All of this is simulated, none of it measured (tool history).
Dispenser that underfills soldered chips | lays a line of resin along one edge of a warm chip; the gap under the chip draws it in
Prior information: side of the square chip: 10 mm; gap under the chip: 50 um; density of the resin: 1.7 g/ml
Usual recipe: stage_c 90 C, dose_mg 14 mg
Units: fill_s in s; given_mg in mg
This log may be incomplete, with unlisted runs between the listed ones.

| run | hour | stage_c | dose_mg | fill_s | given_mg |
|---|---|---|---|---|---|
| 1 | 0 | 90 | 14 | 115.1 | 13.26 |
| 2 | 4.1 | 90 | 16.4 | 143.1 | 15.63 |
|  | 6.3 | new syringe of resin |
| 3 | 7.6 | 90 | 16.4 | 91.7 | 15.64 |
| 4 | 10.6 | 90 | 16.4 | 111 | 15.43 |
| 5 | 12.8 | 90 | 16.4 | 127.4 | 15.51 |
| 6 | 15.1 | 90 | 16.4 | 147.1 | 15.57 |
|  | 16.9 | new syringe of resin |
| 7 | 19.9 | 90 | 16.4 | 100.5 | 15.35 |
| 8 | 23.2 | 90 | 13.8 | 128.5 | 12.81 |
|  | 27.7 | new syringe of resin |
| 9 | 28 | 90 | 16 | 91.1 | 14.82 |
| 10 | 31.2 | 90 | 16 | 105.9 | 14.87 |
| 11 | 36.2 | 90 | 16 | 146.6 | 14.85 |
|  | 38.4 | new syringe of resin |
| 12 | 39.9 | 90 | 16 | 95.6 | 14.87 |
|  | 41.3 | dispensing valve cleaned and set on the balance |
| 13 | 44.6 | 103 | 16 | 71.7 | 15.91 |
| 14 | 48.9 | 81 | 15 | 231 | 14.98 |
|  | 50.2 | new syringe of resin |
| 15 | 51.6 | 81 | 15 | 141.5 | 14.87 |
| 16 | 56 | 81 | 15 | 183.5 | 14.91 |
| 17 | 59.9 | 93 | 17.1 | 138.9 | 17.05 |
|  | 61 | new syringe of resin |
| 18 | 64.6 | 80 | 15.5 | 167.9 | 15.38 |
| 19 | 67.3 | 98 | 13.1 | 92.5 | 12.89 |
| 20 | 71.2 | 101 | 17.9 | 104.8 | 17.69 |
|  | 72 | new syringe of resin |
| 21 | 74 | 90 | 13.6 | 99.1 | 13.34 |
| 22 | 78.3 | 78 | 12 | 221.8 | 11.86 |
| 23 | 81.9 | 79 | 15.9 | 257.5 | 15.51 |

Consider 3 possible next runs. They are alternatives, not a sequence: every one starts from the tool as it was left by run 23. What does each give?
|  | 82.6 | new syringe of resin |
| A | 85.1 | 96 | 14 | ? | ? |
|  | 82.6 | new syringe of resin |
| B | 85.1 | 76 | 14.9 | ? | ? |
|  | 82.6 | new syringe of resin |
| C | 85.1 | 84 | 14 | ? | ? |

| run | fill_s | given_mg |
|---|---|---|
| A | 79.7 | 13.67 |
| B | 186.4 | 14.61 |
| C | 131.3 | 13.69 |
Without the tool's unlogged condition, the same runs would have read:
| run | fill_s | given_mg |
|---|---|---|
| A | 66.6 | 14 |
| B | 155.4 | 14.97 |
| C | 109.6 | 14.02 |

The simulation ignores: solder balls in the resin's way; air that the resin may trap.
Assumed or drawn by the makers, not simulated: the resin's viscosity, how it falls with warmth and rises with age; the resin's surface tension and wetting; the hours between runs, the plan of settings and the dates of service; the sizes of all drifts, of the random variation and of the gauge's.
